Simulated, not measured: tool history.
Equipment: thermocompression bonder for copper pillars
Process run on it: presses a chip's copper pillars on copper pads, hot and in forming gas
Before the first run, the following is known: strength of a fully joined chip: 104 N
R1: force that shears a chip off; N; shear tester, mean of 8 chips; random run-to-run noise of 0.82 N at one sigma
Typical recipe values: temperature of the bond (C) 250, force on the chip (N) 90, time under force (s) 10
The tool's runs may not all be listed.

run 1 hour=0 | temperature_of_the_bond_(C)=250 force_on_the_chip_(N)=90 time_under_force_(s)=10 | R1=60.9
run 2 hour=6.6 | temperature_of_the_bond_(C)=250 force_on_the_chip_(N)=90 time_under_force_(s)=10 | R1=62.5
run 3 hour=17.2 | temperature_of_the_bond_(C)=250 force_on_the_chip_(N)=90 time_under_force_(s)=6 | R1=52.2
run 4 hour=32.6 | temperature_of_the_bond_(C)=250 force_on_the_chip_(N)=90 time_under_force_(s)=10 | R1=60.9
run 5 hour=45.8 | temperature_of_the_bond_(C)=250 force_on_the_chip_(N)=90 time_under_force_(s)=10 | R1=61.8
run 6 hour=60.4 | temperature_of_the_bond_(C)=250 force_on_the_chip_(N)=90 time_under_force_(s)=10 | R1=61.7
run 7 hour=67.6 | temperature_of_the_bond_(C)=250 force_on_the_chip_(N)=95 time_under_force_(s)=10 | R1=62.7
run 8 hour=78.5 | temperature_of_the_bond_(C)=250 force_on_the_chip_(N)=95 time_under_force_(s)=10 | R1=63.2
run 9 hour=94.3 | temperature_of_the_bond_(C)=250 force_on_the_chip_(N)=95 time_under_force_(s)=10 | R1=62.3
run 10 hour=105.9 | temperature_of_the_bond_(C)=250 force_on_the_chip_(N)=115 time_under_force_(s)=10 | R1=70.6
run 11 hour=113.3 | temperature_of_the_bond_(C)=250 force_on_the_chip_(N)=61 time_under_force_(s)=10 | R1=44.2
run 12 hour=121.5 | temperature_of_the_bond_(C)=250 force_on_the_chip_(N)=61 time_under_force_(s)=10 | R1=45.1
run 13 hour=131.1 | temperature_of_the_bond_(C)=250 force_on_the_chip_(N)=61 time_under_force_(s)=10 | R1=43
run 14 hour=138.4 | temperature_of_the_bond_(C)=250 force_on_the_chip_(N)=100 time_under_force_(s)=10 | R1=64
run 15 hour=147.3 | temperature_of_the_bond_(C)=245 force_on_the_chip_(N)=100 time_under_force_(s)=10 | R1=60.5
run 16 hour=160.4 | temperature_of_the_bond_(C)=245 force_on_the_chip_(N)=100 time_under_force_(s)=10 | R1=61
run 17 hour=173.6 | temperature_of_the_bond_(C)=250 force_on_the_chip_(N)=90 time_under_force_(s)=10 | R1=58.7
run 18 hour=187.1 | temperature_of_the_bond_(C)=270 force_on_the_chip_(N)=90 time_under_force_(s)=10 | R1=69.7
run 19 hour=200.7 | temperature_of_the_bond_(C)=250 force_on_the_chip_(N)=90 time_under_force_(s)=10 | R1=59.4
run 20 hour=207.1 | temperature_of_the_bond_(C)=250 force_on_the_chip_(N)=90 time_under_force_(s)=10 | R1=58.5
run 21 hour=221.3 | temperature_of_the_bond_(C)=250 force_on_the_chip_(N)=90 time_under_force_(s)=10 | R1=57.7
-- hour=227.5 forming gas filter changed
run 22 hour=233.3 | temperature_of_the_bond_(C)=244 force_on_the_chip_(N)=97 time_under_force_(s)=19 | R1=78.7
run 23 hour=244.8 | temperature_of_the_bond_(C)=258 force_on_the_chip_(N)=130 time_under_force_(s)=18 | R1=93.9
run 24 hour=259.4 | temperature_of_the_bond_(C)=258 force_on_the_chip_(N)=130 time_under_force_(s)=18 | R1=92.9
run 25 hour=269.1 | temperature_of_the_bond_(C)=258 force_on_the_chip_(N)=130 time_under_force_(s)=18 | R1=92.4
run 26 hour=282.1 | temperature_of_the_bond_(C)=253 force_on_the_chip_(N)=73 time_under_force_(s)=8 | R1=53.2
run 27 hour=291.2 | temperature_of_the_bond_(C)=272 force_on_the_chip_(N)=73 time_under_force_(s)=8 | R1=65.1
run 28 hour=297.8 | temperature_of_the_bond_(C)=250 force_on_the_chip_(N)=90 time_under_force_(s)=16 | R1=73.5
run 29 hour=311.9 | temperature_of_the_bond_(C)=250 force_on_the_chip_(N)=90 time_under_force_(s)=21 | R1=78.7
run 30 hour=327.8 | temperature_of_the_bond_(C)=250 force_on_the_chip_(N)=90 time_under_force_(s)=21 | R1=76.5
run 31 hour=339.5 | temperature_of_the_bond_(C)=250 force_on_the_chip_(N)=118 time_under_force_(s)=13 | R1=80.7
run 32 hour=351.9 | temperature_of_the_bond_(C)=250 force_on_the_chip_(N)=61 time_under_force_(s)=15 | R1=54.6
run 33 hour=362.1 | temperature_of_the_bond_(C)=250 force_on_the_chip_(N)=61 time_under_force_(s)=15 | R1=52.4
run 34 hour=368.6 | temperature_of_the_bond_(C)=279 force_on_the_chip_(N)=65 time_under_force_(s)=10 | R1=66.5
run 35 hour=375.9 | temperature_of_the_bond_(C)=255 force_on_the_chip_(N)=75 time_under_force_(s)=7 | R1=50.4
run 36 hour=384 | temperature_of_the_bond_(C)=255 force_on_the_chip_(N)=75 time_under_force_(s)=7 | R1=51
run 37 hour=392.7 | temperature_of_the_bond_(C)=264 force_on_the_chip_(N)=64 time_under_force_(s)=12 | R1=58.6
run 38 hour=401.9 | temperature_of_the_bond_(C)=267 force_on_the_chip_(N)=63 time_under_force_(s)=26 | R1=75.7
run 39 hour=411.8 | temperature_of_the_bond_(C)=256 force_on_the_chip_(N)=68 time_under_force_(s)=25 | R1=70.4

Table of differences, measured result less the result of that run with no hidden state. Run-to-run variation is the same in both. Gauge scatter possibly is not:
What the log doesn't record here: true temperature of the bond over the reading, C; force that reaches the chip, % of what is set; oxide that the forming gas leaves, % of the face; drift of the gauge itself on shear_n, %.
run=1 R1=-3.6
run=2 R1=-3.7
run=3 R1=-3.3
run=4 R1=-4.1
run=5 R1=-4.3
run=6 R1=-4.7
run=7 R1=-4.9
run=8 R1=-5.1
run=9 R1=-5.4
run=10 R1=-6.4
run=11 R1=-4
run=12 R1=-4
run=13 R1=-4.1
run=14 R1=-6.4
run=15 R1=-6.2
run=16 R1=-6.5
run=17 R1=-6.6
run=18 R1=-8
run=19 R1=-7.1
run=20 R1=-7.1
run=21 R1=-7.3
run=22 R1=+0.2
run=23 R1=-0.2
run=24 R1=-0.6
run=25 R1=-0.8
run=26 R1=-0.5
run=27 R1=-0.6
run=28 R1=-1.1
run=29 R1=-1.4
run=30 R1=-1.8
run=31 R1=-2.1
run=32 R1=-1.5
run=33 R1=-1.6
run=34 R1=-2.1
run=35 R1=-1.7
run=36 R1=-1.9
run=37 R1=-2.3
run=38 R1=-3.2
run=39 R1=-3.1
